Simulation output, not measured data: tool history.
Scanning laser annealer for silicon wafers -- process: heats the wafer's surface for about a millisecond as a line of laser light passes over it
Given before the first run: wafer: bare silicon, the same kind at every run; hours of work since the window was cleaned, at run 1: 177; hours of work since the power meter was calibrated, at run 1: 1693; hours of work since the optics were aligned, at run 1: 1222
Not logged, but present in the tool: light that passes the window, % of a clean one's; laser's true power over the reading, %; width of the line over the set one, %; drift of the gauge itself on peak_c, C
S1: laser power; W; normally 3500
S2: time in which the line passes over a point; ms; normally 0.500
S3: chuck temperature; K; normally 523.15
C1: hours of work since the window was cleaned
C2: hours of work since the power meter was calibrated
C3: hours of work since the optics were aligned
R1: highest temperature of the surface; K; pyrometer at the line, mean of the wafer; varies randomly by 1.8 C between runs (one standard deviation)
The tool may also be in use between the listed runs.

run	hour	S1	S2	S3	C1	C2	C3	R1
1	0.0	3500	0.500	523.15	177	1693	1222	1194.15
2	70.8	3500	0.500	523.15	207	1723	1252	1193.15
3	137.8	3500	0.500	523.15	235	1751	1280	1191.15
4	191.6	3500	0.500	497.15	258	1773	1302	1167.15
5	287.4	3500	0.396	523.15	298	1814	1343	1114.15
# hour 315.7: optics aligned, line set to its width
6	335.6	3500	0.500	523.15	316	1832	8	1174.15
7	416.2	3500	0.500	523.15	350	1866	42	1171.15
8	510.0	3500	0.500	523.15	389	1905	82	1168.15
9	577.9	3500	0.500	523.15	418	1934	110	1164.15
10	658.2	3292	0.505	545.15	452	1968	144	1140.15
11	761.4	3500	0.437	545.15	495	2011	188	1145.15
12	820.0	3500	0.437	545.15	520	2036	212	1143.15
# hour 863.6: optics aligned, line set to its width, once more
13	872.3	3500	0.437	545.15	540	2056	4	1166.15
14	958.8	3152	0.374	559.15	576	2092	40	1062.15
15	1029.6	3152	0.610	519.15	606	2122	70	1151.15

Consider 4 possible next runs. They are alternatives, not a sequence: every one starts from the tool as it was left by run 15. What does each give?
A	1090.1	3152	0.364	494.15	631	2147	95	?
B	1090.1	3361	0.500	533.15	631	2147	95	?
C	1090.1	3550	0.609	557.15	631	2147	95	?
D	1090.1	3841	0.484	508.15	631	2147	95	?

run	R1
A	981.15
B	1158.15
C	1288.15
D	1237.15
Had the tool no hidden state, the same runs would have come out as:
run	R1
A	1019.15
B	1205.15
C	1344.15
D	1293.15
